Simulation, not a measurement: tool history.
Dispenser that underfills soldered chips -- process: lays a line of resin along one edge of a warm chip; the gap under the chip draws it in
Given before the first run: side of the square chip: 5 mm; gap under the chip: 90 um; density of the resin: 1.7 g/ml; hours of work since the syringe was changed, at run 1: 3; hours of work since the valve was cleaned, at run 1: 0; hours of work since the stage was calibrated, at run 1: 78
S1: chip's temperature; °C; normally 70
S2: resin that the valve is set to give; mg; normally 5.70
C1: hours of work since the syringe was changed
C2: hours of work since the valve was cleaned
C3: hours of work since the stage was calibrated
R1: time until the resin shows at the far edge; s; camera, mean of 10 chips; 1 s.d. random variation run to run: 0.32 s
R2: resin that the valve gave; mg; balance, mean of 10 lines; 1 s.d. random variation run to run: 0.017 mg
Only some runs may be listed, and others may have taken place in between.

run 1 hour=0.0 | S1=70 S2=5.70 | C1=3 C2=0 C3=78 | R1=16.0 R2=5.69
-- hour=5.5 new syringe of resin
run 2 hour=7.2 | S1=70 S2=5.73 | C1=1 C2=5 C3=83 | R1=13.7 R2=5.72
run 3 hour=12.3 | S1=70 S2=5.73 | C1=5 C2=8 C3=86 | R1=19.4 R2=5.70
-- hour=14.9 new syringe of resin
run 4 hour=16.1 | S1=70 S2=5.73 | C1=1 C2=10 C3=89 | R1=13.5 R2=5.71
run 5 hour=19.6 | S1=70 S2=5.70 | C1=3 C2=13 C3=91 | R1=17.0 R2=5.67
-- hour=24.4 new syringe of resin
run 6 hour=28.6 | S1=70 S2=5.70 | C1=3 C2=19 C3=97 | R1=16.3 R2=5.65
-- hour=33.4 new syringe of resin
run 7 hour=34.3 | S1=62 S2=5.70 | C1=1 C2=22 C3=101 | R1=20.0 R2=5.65
run 8 hour=40.8 | S1=62 S2=5.70 | C1=5 C2=27 C3=105 | R1=29.9 R2=5.63
-- hour=42.7 new syringe of resin
run 9 hour=48.1 | S1=62 S2=5.70 | C1=4 C2=31 C3=110 | R1=26.2 R2=5.61
-- hour=51.6 new syringe of resin
run 10 hour=57.0 | S1=58 S2=5.70 | C1=4 C2=37 C3=115 | R1=33.1 R2=5.59
-- hour=60.7 new syringe of resin
run 11 hour=63.4 | S1=70 S2=6.74 | C1=2 C2=41 C3=119 | R1=15.0 R2=6.57
run 12 hour=67.5 | S1=83 S2=4.87 | C1=5 C2=44 C3=122 | R1=11.2 R2=4.77
-- hour=69.8 new syringe of resin
-- hour=73.6 dispensing valve cleaned and set on the balance
run 13 hour=73.8 | S1=69 S2=4.85 | C1=2 C2=0 C3=126 | R1=17.1 R2=4.88
run 14 hour=77.6 | S1=69 S2=4.85 | C1=5 C2=3 C3=128 | R1=20.7 R2=4.86
-- hour=79.9 new syringe of resin
run 15 hour=82.7 | S1=70 S2=7.21 | C1=2 C2=6 C3=131 | R1=14.5 R2=7.23
run 16 hour=87.3 | S1=60 S2=4.97 | C1=5 C2=9 C3=134 | R1=34.7 R2=4.94
-- hour=89.1 new syringe of resin
run 17 hour=94.5 | S1=84 S2=5.70 | C1=4 C2=14 C3=139 | R1=8.9 R2=5.67
-- hour=98.1 new syringe of resin
run 18 hour=101.2 | S1=56 S2=6.07 | C1=2 C2=18 C3=143 | R1=32.2 R2=6.00
-- hour=107.2 new syringe of resin
run 19 hour=108.0 | S1=77 S2=6.00 | C1=1 C2=22 C3=148 | R1=8.7 R2=5.93
run 20 hour=111.9 | S1=80 S2=5.49 | C1=3 C2=25 C3=150 | R1=10.4 R2=5.42
-- hour=116.3 new syringe of resin
run 21 hour=119.1 | S1=80 S2=5.49 | C1=2 C2=30 C3=155 | R1=9.2 R2=5.40
run 22 hour=122.6 | S1=73 S2=7.22 | C1=4 C2=32 C3=157 | R1=15.9 R2=7.05

Take each entry between the runs: how does the hidden state at the last listed run before it differ from the hidden state at the first listed run after it?
Between runs 1 and 2: new syringe of resin (hour 5.5)
  resin's viscosity, % of fresh resin's: 128 -> 110.5; dose that the valve gives, % of what is set: 100.1 -> 99.85; true chip temperature over the reading, C: -0.32 -> -0.35
  measured less the result without the state, R1: +3.7 -> +1.5 s; R2: +0.01 -> -0.01 mg
Between runs 3 and 4: new syringe of resin (hour 14.9)
  resin's viscosity, % of fresh resin's: 149.8 -> 107; dose that the valve gives, % of what is set: 99.65 -> 99.51; true chip temperature over the reading, C: -0.37 -> -0.38
  measured less the result without the state, R1: +6.6 -> +1.1 s; R2: -0.02 -> -0.03 mg
Between runs 5 and 6: new syringe of resin (hour 24.4)
  resin's viscosity, % of fresh resin's: 132 -> 130.2; dose that the valve gives, % of what is set: 99.37 -> 99.05; true chip temperature over the reading, C: -0.4 -> -0.43
  measured less the result without the state, R1: +4.3 -> +4.0 s; R2: -0.04 -> -0.05 mg
Between runs 6 and 7: new syringe of resin (hour 33.4)
  resin's viscosity, % of fresh resin's: 130.2 -> 104.1; dose that the valve gives, % of what is set: 99.05 -> 98.84; true chip temperature over the reading, C: -0.43 -> -0.45
  measured less the result without the state, R1: +4.0 -> +1.3 s; R2: -0.05 -> -0.06 mg
Between runs 8 and 9: new syringe of resin (hour 42.7)
  resin's viscosity, % of fresh resin's: 153.4 -> 136.9; dose that the valve gives, % of what is set: 98.6 -> 98.34; true chip temperature over the reading, C: -0.48 -> -0.51
  measured less the result without the state, R1: +10.9 -> +7.7 s; R2: -0.08 -> -0.09 mg
Between runs 9 and 10: new syringe of resin (hour 51.6)
  resin's viscosity, % of fresh resin's: 136.9 -> 137.5; dose that the valve gives, % of what is set: 98.34 -> 98; true chip temperature over the reading, C: -0.51 -> -0.54
  measured less the result without the state, R1: +7.7 -> +9.8 s; R2: -0.09 -> -0.11 mg
Between runs 10 and 11: new syringe of resin (hour 60.7)
  resin's viscosity, % of fresh resin's: 137.5 -> 119.5; dose that the valve gives, % of what is set: 98 -> 97.77; true chip temperature over the reading, C: -0.54 -> -0.57
  measured less the result without the state, R1: +9.8 -> +2.8 s; R2: -0.11 -> -0.15 mg
Between runs 12 and 13: new syringe of resin (hour 69.8); dispensing valve cleaned and set on the balance (hour 73.6)
  resin's viscosity, % of fresh resin's: 153.3 -> 117.9; dose that the valve gives, % of what is set: 97.61 -> 100.14; true chip temperature over the reading, C: -0.58 -> -0.6
  measured less the result without the state, R1: +4.0 -> +2.9 s; R2: -0.12 -> +0.00 mg
Between runs 14 and 15: new syringe of resin (hour 79.9)
  resin's viscosity, % of fresh resin's: 148.3 -> 116.7; dose that the valve gives, % of what is set: 100 -> 99.83; true chip temperature over the reading, C: -0.62 -> -0.64
  measured less the result without the state, R1: +7.2 -> +2.4 s; R2: -0.01 -> -0.01 mg
Between runs 16 and 17: new syringe of resin (hour 89.1)
  resin's viscosity, % of fresh resin's: 153.4 -> 137.7; dose that the valve gives, % of what is set: 99.63 -> 99.34; true chip temperature over the reading, C: -0.65 -> -0.68
  measured less the result without the state, R1: +12.8 -> +2.7 s; R2: -0.02 -> -0.03 mg
Between runs 17 and 18: new syringe of resin (hour 98.1)
  resin's viscosity, % of fresh resin's: 137.7 -> 121.5; dose that the valve gives, % of what is set: 99.34 -> 99.08; true chip temperature over the reading, C: -0.68 -> -0.71
  measured less the result without the state, R1: +2.7 -> +6.7 s; R2: -0.03 -> -0.06 mg
Between runs 18 and 19: new syringe of resin (hour 107.2)
  resin's viscosity, % of fresh resin's: 121.5 -> 104; dose that the valve gives, % of what is set: 99.08 -> 98.81; true chip temperature over the reading, C: -0.71 -> -0.73
  measured less the result without the state, R1: +6.7 -> +0.7 s; R2: -0.06 -> -0.07 mg
Between runs 20 and 21: new syringe of resin (hour 116.3)
  resin's viscosity, % of fresh resin's: 131.4 -> 119.2; dose that the valve gives, % of what is set: 98.67 -> 98.39; true chip temperature over the reading, C: -0.75 -> -0.78
  measured less the result without the state, R1: +2.8 -> +1.9 s; R2: -0.07 -> -0.09 mg

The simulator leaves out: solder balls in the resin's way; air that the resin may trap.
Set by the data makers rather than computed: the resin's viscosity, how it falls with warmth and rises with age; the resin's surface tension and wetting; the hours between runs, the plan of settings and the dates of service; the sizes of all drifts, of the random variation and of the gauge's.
